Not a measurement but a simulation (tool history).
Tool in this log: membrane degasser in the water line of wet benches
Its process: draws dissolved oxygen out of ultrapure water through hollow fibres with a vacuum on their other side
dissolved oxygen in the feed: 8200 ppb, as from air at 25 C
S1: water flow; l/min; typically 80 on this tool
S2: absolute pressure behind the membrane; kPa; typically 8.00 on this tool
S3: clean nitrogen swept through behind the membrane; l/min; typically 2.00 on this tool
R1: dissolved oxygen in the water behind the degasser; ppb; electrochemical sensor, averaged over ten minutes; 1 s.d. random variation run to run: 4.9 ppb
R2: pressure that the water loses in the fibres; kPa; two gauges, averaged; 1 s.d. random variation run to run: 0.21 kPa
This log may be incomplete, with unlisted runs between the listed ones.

Run 1, hour 0.0: usual settings. Result: R1 532.8 ppb, R2 52.81 kPa.
Run 2, hour 107.7: usual settings. Result: R1 524.0 ppb, R2 53.03 kPa.
Run 3, hour 186.4: usual settings. Result: R1 536.2 ppb, R2 53.29 kPa.
Run 4, hour 231.2: usual settings. Result: R1 534.7 ppb, R2 53.32 kPa.
Run 5, hour 300.3: usual settings but S1 65 l/min. Result: R1 440.9 ppb, R2 43.16 kPa.
Run 6, hour 378.9: usual settings but S3 4.26 l/min. Result: R1 359.5 ppb, R2 53.29 kPa.
Run 7, hour 453.4: usual settings but S1 99 l/min. Result: R1 653.3 ppb, R2 65.86 kPa.
Run 8, hour 557.5: usual settings but S1 99 l/min. Result: R1 662.2 ppb, R2 66.57 kPa.
Run 9, hour 651.7: usual settings but S1 99 l/min. Result: R1 661.8 ppb, R2 65.98 kPa.
Run 10, hour 724.4: usual settings but S1 99 l/min. Result: R1 669.9 ppb, R2 66.13 kPa.
Run 11, hour 797.9: usual settings but S1 99 l/min. Result: R1 650.0 ppb, R2 66.53 kPa.
Run 12, hour 859.6: usual settings but S1 99 l/min. Result: R1 669.4 ppb, R2 66.35 kPa.
Run 13, hour 949.7: usual settings but S2 6.63 kPa. Result: R1 447.0 ppb, R2 53.64 kPa.
Run 14, hour 1035.0: usual settings but S1 52 l/min. Result: R1 359.2 ppb, R2 35.00 kPa.
Run 15, hour 1125.4: usual settings. Result: R1 550.0 ppb, R2 53.64 kPa.
Run 16, hour 1194.0: usual settings. Result: R1 548.8 ppb, R2 53.91 kPa.
Run 17, hour 1281.3: usual settings but S1 72 l/min, S2 10.70 kPa. Result: R1 675.5 ppb, R2 48.40 kPa.
At hour 1289.9: vacuum gauge calibrated.
Run 18, hour 1341.0: usual settings but S1 72 l/min, S2 10.70 kPa. Result: R1 684.5 ppb, R2 48.28 kPa.
Run 19, hour 1438.8: usual settings but S1 72 l/min, S2 10.70 kPa. Result: R1 682.8 ppb, R2 49.10 kPa.
Run 20, hour 1499.2: usual settings but S1 110 l/min, S2 16.78 kPa, S3 0.86 l/min. Result: R1 2240.4 ppb, R2 74.28 kPa.
Run 21, hour 1558.2: usual settings but S1 110 l/min, S2 16.78 kPa, S3 0.86 l/min. Result: R1 2215.2 ppb, R2 74.31 kPa.
Run 22, hour 1643.5: usual settings but S1 98 l/min, S2 10.68 kPa. Result: R1 901.3 ppb, R2 66.54 kPa.
Run 23, hour 1701.5: usual settings but S1 89 l/min, S3 1.68 l/min. Result: R1 686.1 ppb, R2 60.61 kPa.
At hour 1768.8: vacuum gauge calibrated, once more.
Run 24, hour 1802.8: usual settings but S1 89 l/min, S2 9.45 kPa, S3 1.68 l/min. Result: R1 758.0 ppb, R2 60.31 kPa.
Run 25, hour 1902.9: usual settings but S1 89 l/min, S2 9.45 kPa, S3 1.68 l/min. Result: R1 758.0 ppb, R2 60.39 kPa.
Run 26, hour 1972.3: usual settings but S1 89 l/min, S2 9.45 kPa, S3 1.68 l/min. Result: R1 763.0 ppb, R2 60.40 kPa.
Run 27, hour 2048.7: usual settings but S1 89 l/min, S2 9.45 kPa, S3 1.68 l/min. Result: R1 765.4 ppb, R2 60.61 kPa.
Run 28, hour 2127.0: usual settings but S1 71 l/min, S2 16.55 kPa, S3 1.88 l/min. Result: R1 1073.7 ppb, R2 48.46 kPa.
Run 29, hour 2188.8: usual settings but S1 71 l/min, S2 16.55 kPa, S3 1.88 l/min. Result: R1 1012.7 ppb, R2 48.59 kPa.
Run 30, hour 2288.3: usual settings but S1 113 l/min, S3 2.08 l/min. Result: R1 740.0 ppb, R2 77.02 kPa.

Forecast each of these 3 alternatives for the next run:
Run A, hour 2353.8: usual settings but S1 84 l/min, S3 2.08 l/min. Result: R1 ?, R2 ?.
Run B, hour 2353.8: usual settings but S1 79 l/min, S2 8.26 kPa. Result: R1 ?, R2 ?.
Run C, hour 2353.8: usual settings but S1 61 l/min, S2 10.93 kPa, S3 1.17 l/min. Result: R1 ?, R2 ?.

run     R1     R2
  A  548.9  57.67
  B  544.9  54.50
  C  817.8  41.80
Take away the tool's hidden state, keep each run's random variation, and the runs would have read:
run     R1     R2
  A  507.1  53.99
  B  506.0  51.01
  C  790.5  39.12
